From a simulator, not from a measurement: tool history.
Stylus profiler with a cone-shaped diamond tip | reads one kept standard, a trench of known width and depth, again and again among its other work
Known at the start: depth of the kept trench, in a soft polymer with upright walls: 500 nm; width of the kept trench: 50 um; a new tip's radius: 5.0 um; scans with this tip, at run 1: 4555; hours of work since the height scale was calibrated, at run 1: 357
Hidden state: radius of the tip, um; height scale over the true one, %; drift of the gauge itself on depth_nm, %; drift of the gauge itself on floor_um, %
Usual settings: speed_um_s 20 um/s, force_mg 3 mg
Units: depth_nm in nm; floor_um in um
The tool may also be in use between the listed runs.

run   hour  speed_um_s  force_mg  scans with this tip  hours of work since the height scale was calibrated  depth_nm  floor_um
  1      0          20         3                 4555                                                  357    507.85     44.67
  2   40.6          20         3                 4932                                                  387    507.89     44.61
  3     77          20       2.6                 5269                                                  413    507.55     44.61
  4  126.6           6         3                 5730                                                  449    508.18     44.58
  5  161.6           6         3                 6054                                                  475    508.06     44.44
  6  213.2           6         3                 6534                                                  512    508.32     44.45
  7  276.5           6         3                 7121                                                  558    508.09     44.32
  8  336.3          20      2.96                 7675                                                  602    508.45     44.17
  9  369.4          20      2.96                 7983                                                  626    508.49     44.08
 10  420.5          20      2.96                 8457                                                  663     508.6        44
 11  468.9          22      2.87                 8906                                                  698     508.4     43.95
 12  506.3          22      2.87                 9253                                                  725    508.47     43.92
 13  537.2           7       2.1                 9540                                                  748    507.14     43.91

5 ways to go on from here, each from the tool as it stands after run 13. What would each give?
  A   573           7      4.93                 9872                                                  774         ?         ?
  B   573           9      1.43                 9872                                                  774         ?         ?
  C   573           5      6.18                 9872                                                  774         ?         ?
  D   573          54      3.74                 9872                                                  774         ?         ?
  E   573           7      5.87                 9872                                                  774         ?         ?

run  depth_nm  floor_um
  A    511.51     43.91
  B       506     43.85
  C    513.08     43.88
  D    509.87     43.71
  E    512.77     43.87
Without the tool's hidden state the same runs would have given:
run  depth_nm  floor_um
  A    509.42     45.66
  B    503.93      45.6
  C    510.99     45.63
  D    507.79     45.46
  E    510.67     45.62
